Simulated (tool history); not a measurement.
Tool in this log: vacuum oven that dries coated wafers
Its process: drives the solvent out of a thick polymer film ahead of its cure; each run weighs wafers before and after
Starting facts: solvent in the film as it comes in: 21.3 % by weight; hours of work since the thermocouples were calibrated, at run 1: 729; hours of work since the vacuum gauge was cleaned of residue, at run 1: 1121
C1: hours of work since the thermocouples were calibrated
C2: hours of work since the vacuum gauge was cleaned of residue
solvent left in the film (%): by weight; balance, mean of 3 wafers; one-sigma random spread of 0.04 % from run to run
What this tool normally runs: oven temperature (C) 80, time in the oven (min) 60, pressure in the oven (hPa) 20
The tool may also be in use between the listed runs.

Run 1, hour 0: usual settings; C1 729; C2 1121. Result: solvent left in the film (%) 1.86.
Run 2, hour 34.7: usual settings; C1 748; C2 1140. Result: solvent left in the film (%) 1.81.
Run 3, hour 57.5: usual settings; C1 760; C2 1152. Result: solvent left in the film (%) 1.9.
Run 4, hour 100.5: usual settings; C1 783; C2 1175. Result: solvent left in the film (%) 1.91.
Run 5, hour 146.6: usual settings but pressure in the oven (hPa) 63.2; C1 809; C2 1201. Result: solvent left in the film (%) 3.13.
Run 6, hour 179.5: usual settings but pressure in the oven (hPa) 63.2; C1 827; C2 1219. Result: solvent left in the film (%) 3.18.
Run 7, hour 219: usual settings but time in the oven (min) 36; C1 848; C2 1240. Result: solvent left in the film (%) 4.1.
Run 8, hour 260.9: usual settings but time in the oven (min) 36; C1 871; C2 1263. Result: solvent left in the film (%) 4.02.
Run 9, hour 288.5: usual settings but time in the oven (min) 36; C1 886; C2 1278. Result: solvent left in the film (%) 4.04.
Run 10, hour 312.8: usual settings but time in the oven (min) 36; C1 899; C2 1291. Result: solvent left in the film (%) 4.08.
Run 11, hour 354.6: usual settings; C1 922; C2 1314. Result: solvent left in the film (%) 1.84.
Run 12, hour 397.7: usual settings; C1 945; C2 1337. Result: solvent left in the film (%) 1.81.
Run 13, hour 443.1: usual settings; C1 970; C2 1362. Result: solvent left in the film (%) 1.91.
Run 14, hour 466.3: usual settings; C1 983; C2 1375. Result: solvent left in the film (%) 1.93.
Run 15, hour 501.4: usual settings but pressure in the oven (hPa) 38.2; C1 1002; C2 1394. Result: solvent left in the film (%) 2.47.
At hour 506.2: oven's thermocouples calibrated.
Run 16, hour 551: usual settings but pressure in the oven (hPa) 38.2; C1 24; C2 1420. Result: solvent left in the film (%) 2.63.
Run 17, hour 592.9: usual settings but pressure in the oven (hPa) 45.5; C1 47; C2 1443. Result: solvent left in the film (%) 2.76.
Run 18, hour 622.6: usual settings but time in the oven (min) 37; C1 63; C2 1459. Result: solvent left in the film (%) 4.22.
Run 19, hour 673.5: usual settings but time in the oven (min) 37; C1 91; C2 1487. Result: solvent left in the film (%) 4.16.
Run 20, hour 699.4: usual settings; C1 105; C2 1501. Result: solvent left in the film (%) 2.09.
At hour 735.3: oven's thermocouples calibrated, once more.
Run 21, hour 742.5: usual settings; C1 4; C2 1523. Result: solvent left in the film (%) 1.72.
Run 22, hour 792: usual settings; C1 31; C2 1550. Result: solvent left in the film (%) 1.82.
Run 23, hour 821: usual settings; C1 47; C2 1566. Result: solvent left in the film (%) 1.75.
Run 24, hour 865.1: usual settings but pressure in the oven (hPa) 12.3; C1 71; C2 1590. Result: solvent left in the film (%) 1.46.
Run 25, hour 910.9: usual settings but oven temperature (C) 89, time in the oven (min) 40; C1 96; C2 1615. Result: solvent left in the film (%) 1.63.
Run 26, hour 937.3: usual settings but oven temperature (C) 89, time in the oven (min) 40; C1 110; C2 1630. Result: solvent left in the film (%) 1.66.
Run 27, hour 961: usual settings but oven temperature (C) 87, time in the oven (min) 33, pressure in the oven (hPa) 24.2; C1 123; C2 1642. Result: solvent left in the film (%) 2.81.
Run 28, hour 1010: usual settings but oven temperature (C) 87, time in the oven (min) 33, pressure in the oven (hPa) 24.2; C1 150; C2 1669. Result: solvent left in the film (%) 2.81.
Run 29, hour 1047.1: usual settings but oven temperature (C) 88, time in the oven (min) 33, pressure in the oven (hPa) 24.2; C1 170; C2 1689. Result: solvent left in the film (%) 2.68.
Run 30, hour 1069.9: usual settings but oven temperature (C) 88, time in the oven (min) 33, pressure in the oven (hPa) 24.2; C1 182; C2 1702. Result: solvent left in the film (%) 2.5.
Run 31, hour 1102.4: usual settings but oven temperature (C) 88, time in the oven (min) 33, pressure in the oven (hPa) 24.2; C1 200; C2 1720. Result: solvent left in the film (%) 2.62.
Run 32, hour 1133.5: usual settings but oven temperature (C) 88, time in the oven (min) 33, pressure in the oven (hPa) 24.2; C1 217; C2 1736. Result: solvent left in the film (%) 2.61.
Run 33, hour 1184.1: usual settings but oven temperature (C) 88, time in the oven (min) 33, pressure in the oven (hPa) 24.2; C1 245; C2 1764. Result: solvent left in the film (%) 2.54.
Run 34, hour 1222.2: usual settings but time in the oven (min) 101, pressure in the oven (hPa) 21.7; C1 265; C2 1785. Result: solvent left in the film (%) 0.94.
Run 35, hour 1255.4: usual settings but time in the oven (min) 101, pressure in the oven (hPa) 21.7; C1 284; C2 1803. Result: solvent left in the film (%) 0.93.
At hour 1293.7: vacuum gauge cleaned of residue and calibrated.
Run 36, hour 1304: usual settings but time in the oven (min) 101, pressure in the oven (hPa) 21.7; C1 309; C2 6. Result: solvent left in the film (%) 0.83.
Run 37, hour 1335.6: usual settings but oven temperature (C) 81, time in the oven (min) 102, pressure in the oven (hPa) 10.7; C1 326; C2 23. Result: solvent left in the film (%) 0.5.
Run 38, hour 1385.7: usual settings but oven temperature (C) 90, time in the oven (min) 32, pressure in the oven (hPa) 18.9; C1 354; C2 50. Result: solvent left in the film (%) 2.17.
Run 39, hour 1419.5: usual settings but oven temperature (C) 86, time in the oven (min) 94, pressure in the oven (hPa) 18.9; C1 372; C2 69. Result: solvent left in the film (%) 0.55.
Run 40, hour 1443.5: usual settings but oven temperature (C) 86, time in the oven (min) 94, pressure in the oven (hPa) 18.9; C1 385; C2 82. Result: solvent left in the film (%) 0.57.
Run 41, hour 1482.2: usual settings but oven temperature (C) 86, time in the oven (min) 94, pressure in the oven (hPa) 18.9; C1 406; C2 103. Result: solvent left in the film (%) 0.57.
Run 42, hour 1514.6: usual settings but oven temperature (C) 70, time in the oven (min) 75, pressure in the oven (hPa) 18.9; C1 424; C2 120. Result: solvent left in the film (%) 2.79.
Run 43, hour 1562.2: usual settings but oven temperature (C) 70, time in the oven (min) 75, pressure in the oven (hPa) 18.9; C1 450; C2 146. Result: solvent left in the film (%) 2.96.
Run 44, hour 1587.4: usual settings but time in the oven (min) 51, pressure in the oven (hPa) 47.6; C1 464; C2 160. Result: solvent left in the film (%) 3.17.
Run 45, hour 1633.4: usual settings but time in the oven (min) 41, pressure in the oven (hPa) 47.3; C1 489; C2 185. Result: solvent left in the film (%) 4.18.
Run 46, hour 1662.7: usual settings but time in the oven (min) 41, pressure in the oven (hPa) 47.3; C1 505; C2 201. Result: solvent left in the film (%) 4.14.
Run 47, hour 1692.2: usual settings but oven temperature (C) 73, time in the oven (min) 47, pressure in the oven (hPa) 25.2; C1 521; C2 217. Result: solvent left in the film (%) 4.61.

Measured result minus the same run's result without the hidden state. Both carry the same run-to-run variation, though not necessarily the same gauge scatter:
Hidden state present: true wafer temperature over the reading, C; true pressure over the reading, kPa; drift of the gauge itself on solvent_pct, %.
run  solvent left in the film (%)
  1                          +0.2
  2                          +0.2
  3                         +0.21
  4                         +0.21
  5                         +0.26
  6                         +0.27
  7                         +0.34
  8                         +0.34
  9                         +0.35
 10                         +0.36
 11                         +0.25
 12                         +0.26
 13                         +0.26
 14                         +0.26
 15                         +0.29
 16                         +0.44
 17                         +0.46
 18                         +0.61
 19                         +0.61
 20                         +0.43
 21                          +0.1
 22                         +0.11
 23                         +0.12
 24                         +0.12
 25                         +0.11
 26                         +0.11
 27                         +0.14
 28                         +0.15
 29                         +0.15
 30                         +0.15
 31                         +0.16
 32                         +0.17
 33                         +0.17
 34                         +0.12
 35                         +0.12
 36                         +0.04
 37                         +0.03
 38                         +0.14
 39                         +0.03
 40                         +0.03
 41                         +0.03
 42                         +0.21
 43                         +0.22
 44                          +0.2
 45                         +0.26
 46                         +0.26
 47                          +0.3
